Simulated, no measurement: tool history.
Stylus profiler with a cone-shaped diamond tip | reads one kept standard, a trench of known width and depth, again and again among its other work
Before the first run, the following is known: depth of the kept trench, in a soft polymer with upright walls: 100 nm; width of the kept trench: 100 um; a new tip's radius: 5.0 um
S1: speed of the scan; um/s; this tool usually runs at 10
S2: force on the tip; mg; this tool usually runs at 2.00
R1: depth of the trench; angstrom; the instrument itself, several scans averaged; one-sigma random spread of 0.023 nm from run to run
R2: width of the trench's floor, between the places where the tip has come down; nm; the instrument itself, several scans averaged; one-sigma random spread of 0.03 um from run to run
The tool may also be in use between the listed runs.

run	hour	S1	S2	R1	R2
1	0.0	10	2.00	1014.1	97740
2	13.2	10	2.00	1014.1	97750
3	32.8	10	2.00	1014.0	97730
4	45.8	10	2.00	1014.4	97760
5	61.6	10	2.00	1013.8	97770
6	81.5	10	2.00	1013.8	97720
7	97.6	10	2.00	1014.0	97690
8	120.4	10	2.00	1013.7	97700
9	149.6	11	2.00	1014.3	97670
10	164.7	11	2.00	1014.2	97700
11	190.2	10	2.00	1013.5	97660
12	210.7	23	2.00	1014.2	97570
13	238.2	23	2.00	1013.7	97610
14	258.1	10	1.38	1010.6	97620
15	274.0	10	1.38	1010.3	97690
16	295.5	10	1.38	1011.0	97630
17	322.1	7	1.41	1010.6	97680
18	337.8	7	2.30	1015.2	97720
19	364.2	10	1.10	1008.2	97620
# hour 366.0: height scale calibrated on a step standard
20	388.2	10	2.33	1015.4	97620
21	409.2	3	0.82	1006.4	97680
# hour 434.1: height scale calibrated on a step standard, once more
22	434.1	40	5.95	1031.1	97570
23	463.8	9	2.33	1016.9	97700
24	490.0	9	1.60	1013.1	97660
25	510.6	10	1.71	1013.8	97570
26	530.7	10	1.71	1013.3	97670
27	552.2	5	3.81	1022.9	97670
28	565.6	6	4.12	1024.2	97660
29	592.1	5	0.97	1009.4	97590
30	617.8	5	0.97	1009.0	97620

For each run, the measured value with the value that run would have given without the tool's hidden condition subtracted. The run-to-run variation is shared by both, the gauge scatter possibly not:
The tool's hidden condition here consists of: radius of the tip, um; height scale over the true one, %; drift of the gauge itself on depth_nm, %; drift of the gauge itself on floor_um, %.
run	R1	R2
1	-0.8	-190
2	-0.8	-200
3	-0.8	-200
4	-0.8	-200
5	-0.9	-210
6	-0.8	-210
7	-0.9	-220
8	-0.9	-220
9	-0.9	-220
10	-0.9	-230
11	-0.9	-230
12	-0.9	-250
13	-1.0	-250
14	-1.0	-260
15	-1.0	-260
16	-1.0	-270
17	-1.0	-270
18	-1.1	-280
19	-1.1	-280
20	-1.4	-290
21	-1.5	-290
22	+0.2	-300
23	+0.2	-310
24	+0.2	-310
25	+0.2	-330
26	+0.1	-320
27	+0.1	-330
28	+0.1	-340
29	+0.1	-340
30	+0.0	-350

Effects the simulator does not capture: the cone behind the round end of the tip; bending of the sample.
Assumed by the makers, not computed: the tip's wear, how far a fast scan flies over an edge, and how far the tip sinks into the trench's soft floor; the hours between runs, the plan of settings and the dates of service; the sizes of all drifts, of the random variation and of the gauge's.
